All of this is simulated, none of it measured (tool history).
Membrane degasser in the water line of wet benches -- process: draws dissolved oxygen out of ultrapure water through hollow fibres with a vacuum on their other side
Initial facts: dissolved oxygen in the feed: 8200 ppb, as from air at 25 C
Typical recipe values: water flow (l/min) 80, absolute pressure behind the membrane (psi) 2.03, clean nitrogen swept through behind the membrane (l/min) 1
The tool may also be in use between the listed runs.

| run | hour | water flow (l/min) | absolute pressure behind the membrane (psi) | clean nitrogen swept through behind the membrane (l/min) | dissolved oxygen in the water behind the degasser (ppb) | pressure that the water loses in the fibres (psi) |
|---|---|---|---|---|---|---|
| 1 | 0 | 80 | 2.03 | 1 | 1285.3 | 3.755 |
| 2 | 21.3 | 80 | 2.03 | 1 | 1286.4 | 3.783 |
| 3 | 65.8 | 80 | 2.03 | 1.28 | 1096.8 | 3.732 |
| 4 | 84.9 | 80 | 2.03 | 1.28 | 1098.2 | 3.765 |
| 5 | 112.2 | 80 | 2.03 | 1.28 | 1098.6 | 3.751 |
| 6 | 142.2 | 80 | 2.03 | 1.28 | 1097.8 | 3.788 |
| 7 | 169.4 | 80 | 2.03 | 1 | 1291.5 | 3.787 |
| 8 | 212.3 | 80 | 2.03 | 1 | 1292.9 | 3.751 |
| 9 | 244.7 | 73 | 2.03 | 1 | 1221.7 | 3.429 |
| 10 | 278.1 | 80 | 2.03 | 1 | 1295.7 | 3.775 |
| 11 | 318.5 | 80 | 2.03 | 1 | 1295.9 | 3.775 |
| 12 | 349.5 | 80 | 2.03 | 0.41 | 2079.9 | 3.767 |
| 13 | 372.1 | 79 | 1.75 | 1.44 | 850 | 3.717 |
| 14 | 417.7 | 70 | 2.73 | 0.49 | 2441.5 | 3.295 |
| 15 | 447.6 | 50 | 3.93 | 0.87 | 2066.6 | 2.342 |
| 16 | 469.3 | 121 | 2.77 | 2.24 | 1418.4 | 5.707 |
| 17 | 504.6 | 121 | 2.77 | 2.24 | 1421.1 | 5.668 |
| 18 | 542 | 80 | 5.08 | 1 | 3095.8 | 3.754 |
| 19 | 581.8 | 80 | 3.02 | 1.33 | 1660.8 | 3.748 |
| 20 | 605.4 | 86 | 4.39 | 2.5 | 1632.5 | 4.026 |
| 21 | 627.9 | 53 | 4.12 | 2.5 | 1068.1 | 2.511 |

Here are 4 independent what-if runs from the current tool condition. What would each one return?
| A | 656.8 | 80 | 2.13 | 0.61 | ? | ? |
| B | 656.8 | 124 | 1.91 | 2.5 | ? | ? |
| C | 656.8 | 80 | 2.1 | 0.79 | ? | ? |
| D | 656.8 | 54 | 1.35 | 2.57 | ? | ? |

| run | dissolved oxygen in the water behind the degasser (ppb) | pressure that the water loses in the fibres (psi) |
|---|---|---|
| A | 1833 | 3.752 |
| B | 895.9 | 5.825 |
| C | 1567.4 | 3.767 |
| D | 281.2 | 2.522 |
With the hidden condition removed and each run's random variation left untouched, the same runs would have given:
| run | dissolved oxygen in the water behind the degasser (ppb) | pressure that the water loses in the fibres (psi) |
|---|---|---|
| A | 1798.8 | 3.752 |
| B | 879.2 | 5.823 |
| C | 1538.2 | 3.767 |
| D | 275.9 | 2.522 |
